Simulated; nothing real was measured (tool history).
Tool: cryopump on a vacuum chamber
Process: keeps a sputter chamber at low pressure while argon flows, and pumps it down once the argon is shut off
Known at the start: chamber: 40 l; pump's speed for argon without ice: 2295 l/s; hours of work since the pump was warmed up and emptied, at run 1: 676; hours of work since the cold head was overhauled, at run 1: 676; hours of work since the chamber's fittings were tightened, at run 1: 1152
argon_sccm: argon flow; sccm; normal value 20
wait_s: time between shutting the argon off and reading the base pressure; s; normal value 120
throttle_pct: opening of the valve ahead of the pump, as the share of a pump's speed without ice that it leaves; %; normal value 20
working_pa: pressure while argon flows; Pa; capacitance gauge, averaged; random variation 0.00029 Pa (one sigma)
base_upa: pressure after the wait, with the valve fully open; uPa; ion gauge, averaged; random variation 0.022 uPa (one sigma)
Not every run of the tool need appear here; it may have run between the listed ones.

run,hour,argon_sccm,wait_s,throttle_pct,hours of work since the pump was warmed up and emptied,hours of work since the cold head was overhauled,hours of work since the chamber's fittings were tightened,working_pa,base_upa
1,0.0,20,120,20,676,676,1152,0.0770,1.22
2,24.1,20,120,20,686,686,1162,0.0775,1.27
3,43.9,20,120,20,694,694,1170,0.0764,1.25
4,74.7,20,120,20,707,707,1183,0.0778,1.24
5,98.2,20,120,20,717,717,1192,0.0771,1.27
6,127.4,17,120,20,729,729,1204,0.0656,1.27
7,157.2,20,92,15,741,741,1217,0.1019,1.49
8,194.7,28,126,28,757,757,1232,0.0793,1.28
# hour 205.6: pump warmed up, emptied and cooled again
9,236.7,28,126,28,13,772,1248,0.0739,1.14
10,264.3,28,126,28,24,784,1259,0.0740,1.12

Each row is a separate what-if for the run after 10, all from the same tool condition, not one after another. Results?
A,302.7,20,120,21,40,800,1275,?,?
B,302.7,28,202,28,40,800,1275,?,?
C,302.7,20,120,20,40,800,1275,?,?
D,302.7,23,76,20,40,800,1275,?,?
E,302.7,20,50,60,40,800,1275,?,?

run,working_pa,base_upa
A,0.0708,1.16
B,0.0743,0.95
C,0.0739,1.17
D,0.0855,1.49
E,0.0254,1.91
Had the tool no hidden state, the same runs would have come out as:
run,working_pa,base_upa
A,0.0704,0.66
B,0.0737,0.46
C,0.0735,0.67
D,0.0850,1.00
E,0.0250,1.42
